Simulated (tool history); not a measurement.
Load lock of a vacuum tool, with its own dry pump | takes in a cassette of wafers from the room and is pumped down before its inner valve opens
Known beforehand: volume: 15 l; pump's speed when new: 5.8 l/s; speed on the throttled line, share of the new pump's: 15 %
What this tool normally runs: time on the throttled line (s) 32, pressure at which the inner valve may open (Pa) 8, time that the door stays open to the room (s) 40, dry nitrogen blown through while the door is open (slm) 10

run	hour	time on the throttled line (s)	pressure at which the inner valve may open (Pa)	time that the door stays open to the room (s)	dry nitrogen blown through while the door is open (slm)	incoming humidity of the room's air, %	time from the closed door until the inner valve may open (s)	rise of the pressure with all valves shut (Pa/min)
1	0.0	32	8	40	10	45.5	54.1	0.078
2	39.2	32	8	40	10	44.7	54.3	0.070
3	120.4	32	8	40	10	43.9	53.5	0.080
4	176.8	32	10	40	10	42.3	53.2	0.073
5	224.4	32	10	40	10	42.8	52.5	0.080
6	310.9	32	8	40	10	47.3	54.4	0.090
7	394.6	32	8	40	10	45.4	53.9	0.079
8	448.9	32	8	40	10	46.2	54.2	0.087
9	540.0	32	8	40	10	46.8	53.9	0.088
10	590.8	32	8	40	10	43.0	53.9	0.083
11	680.1	32	8	40	10	46.8	54.1	0.091
12	768.4	32	8	40	10	42.4	54.0	0.086
13	857.1	32	8	40	10	46.5	54.4	0.094
14	920.5	32	8	40	10	45.5	54.0	0.093
15	959.0	32	8	40	10	45.2	54.1	0.099
16	1022.0	32	8	40	10	41.9	54.0	0.094
17	1079.7	32	8	40	10	43.4	54.6	0.094
18	1157.7	32	8	40	10	43.8	54.0	0.100
19	1227.5	33	8	40	10	43.5	55.3	0.104
20	1267.1	30	7	139	6	44.5	53.0	0.146
21	1309.9	24	11	40	10	45.2	46.9	0.105
22	1367.7	39	14	40	11	46.7	58.2	0.111
23	1441.3	39	14	40	11	42.6	58.4	0.100
24	1529.6	39	14	40	11	44.4	58.6	0.110
25	1593.2	39	14	40	11	43.8	59.1	0.110
26	1664.4	39	12	145	11	43.5	58.9	0.154
27	1742.7	17	12	145	18	42.9	40.2	0.142
28	1809.2	32	8	69	40	45.8	54.6	0.108
29	1900.4	47	8	105	40	49.5	67.8	0.120
30	1990.4	28	9	88	19	45.9	50.4	0.130
31	2085.1	54	16	28	26	45.2	70.7	0.107
32	2128.5	54	16	28	26	44.2	70.5	0.106
33	2216.4	54	16	28	26	46.0	71.0	0.116
34	2288.7	29	6	40	23	48.7	53.3	0.132
35	2369.6	29	6	40	23	42.9	53.3	0.123
36	2444.3	29	8	138	6	43.7	51.8	0.185

Alternative continuations, all from the tool just after run 36; predict every row:
A	2536.1	17	8	40	10	41.6	?	?
B	2536.1	45	15	40	5	43.1	?	?
C	2536.1	39	12	69	6	49.9	?	?
D	2536.1	17	8	189	26	45.8	?	?
E	2536.1	53	15	138	17	46.1	?	?

run	time from the closed door until the inner valve may open (s)	rise of the pressure with all valves shut (Pa/min)
A	42.6	0.148
B	63.3	0.151
C	59.5	0.182
D	42.6	0.175
E	70.4	0.180
Without the tool's unlogged condition, the same runs would have read:
run	time from the closed door until the inner valve may open (s)	rise of the pressure with all valves shut (Pa/min)
A	39.2	0.066
B	60.8	0.071
C	56.9	0.100
D	39.2	0.095
E	68.2	0.097
